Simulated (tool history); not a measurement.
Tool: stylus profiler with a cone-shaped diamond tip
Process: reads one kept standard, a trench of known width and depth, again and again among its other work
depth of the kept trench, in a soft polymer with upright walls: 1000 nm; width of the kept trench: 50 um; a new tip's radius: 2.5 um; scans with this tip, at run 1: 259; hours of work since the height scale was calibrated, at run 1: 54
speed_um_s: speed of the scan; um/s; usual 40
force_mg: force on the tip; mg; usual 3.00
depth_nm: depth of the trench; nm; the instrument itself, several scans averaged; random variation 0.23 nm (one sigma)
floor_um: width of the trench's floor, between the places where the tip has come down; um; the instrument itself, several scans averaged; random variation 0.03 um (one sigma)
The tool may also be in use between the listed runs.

| run | hour | speed_um_s | force_mg | scans with this tip | hours of work since the height scale was calibrated | depth_nm | floor_um |
|---|---|---|---|---|---|---|---|
| 1 | 0.0 | 40 | 3.00 | 259 | 54 | 1007.65 | 45.75 |
| 2 | 29.8 | 40 | 3.00 | 329 | 69 | 1008.05 | 45.74 |
| 3 | 46.6 | 40 | 3.00 | 369 | 77 | 1008.18 | 45.77 |
| 4 | 64.6 | 30 | 3.00 | 411 | 86 | 1007.95 | 45.80 |
| 5 | 79.2 | 30 | 3.00 | 446 | 93 | 1008.25 | 45.81 |
| 6 | 105.1 | 30 | 3.00 | 507 | 106 | 1008.41 | 45.75 |
| 7 | 129.1 | 30 | 3.00 | 564 | 118 | 1008.08 | 45.80 |
| 8 | 150.6 | 42 | 3.00 | 614 | 128 | 1007.96 | 45.77 |
| 9 | 175.5 | 63 | 3.00 | 673 | 140 | 1008.13 | 45.71 |
| 10 | 190.6 | 40 | 3.00 | 709 | 148 | 1008.30 | 45.73 |
| 11 | 220.7 | 40 | 3.00 | 780 | 163 | 1008.56 | 45.74 |
| 12 | 243.4 | 40 | 3.00 | 833 | 174 | 1008.18 | 45.73 |
| 13 | 256.1 | 11 | 4.08 | 863 | 180 | 1010.30 | 45.82 |
| 14 | 286.1 | 17 | 1.78 | 934 | 195 | 1006.22 | 45.75 |
|  | 288.6 | height scale calibrated on a step standard |
| 15 | 316.0 | 11 | 5.83 | 1003 | 13 | 1013.20 | 45.71 |
| 16 | 339.5 | 19 | 2.56 | 1059 | 25 | 1008.02 | 45.74 |
|  | 360.2 | height scale calibrated on a step standard, once more |
| 17 | 370.3 | 40 | 4.19 | 1130 | 5 | 1009.65 | 45.63 |
| 18 | 400.2 | 40 | 1.69 | 1201 | 20 | 1005.63 | 45.64 |
| 19 | 421.3 | 91 | 2.35 | 1251 | 30 | 1007.09 | 45.58 |
| 20 | 440.9 | 87 | 6.91 | 1297 | 40 | 1013.89 | 45.65 |
| 21 | 467.9 | 102 | 1.72 | 1361 | 53 | 1005.79 | 45.50 |
| 22 | 481.1 | 20 | 3.00 | 1392 | 60 | 1007.65 | 45.72 |
| 23 | 511.2 | 20 | 3.00 | 1463 | 74 | 1008.03 | 45.73 |

Hidden state at the last listed run before each entry between runs and at the first one after, where it differs:
Between runs 14 and 15: height scale calibrated on a step standard (hour 288.6)
  radius of the tip, um: 2.72 -> 2.73; height scale over the true one, %: 0.033 -> 0.055
  measured less the result without the state, depth_nm: +0.33 -> +0.55 nm; floor_um: -0.21 -> -0.22 um
Between runs 16 and 17: height scale calibrated on a step standard, once more (hour 360.2)
  radius of the tip, um: 2.73 -> 2.74; height scale over the true one, %: 0.057 -> -0.005
  measured less the result without the state, depth_nm: +0.57 -> -0.05 nm; floor_um: -0.23 -> -0.24 um
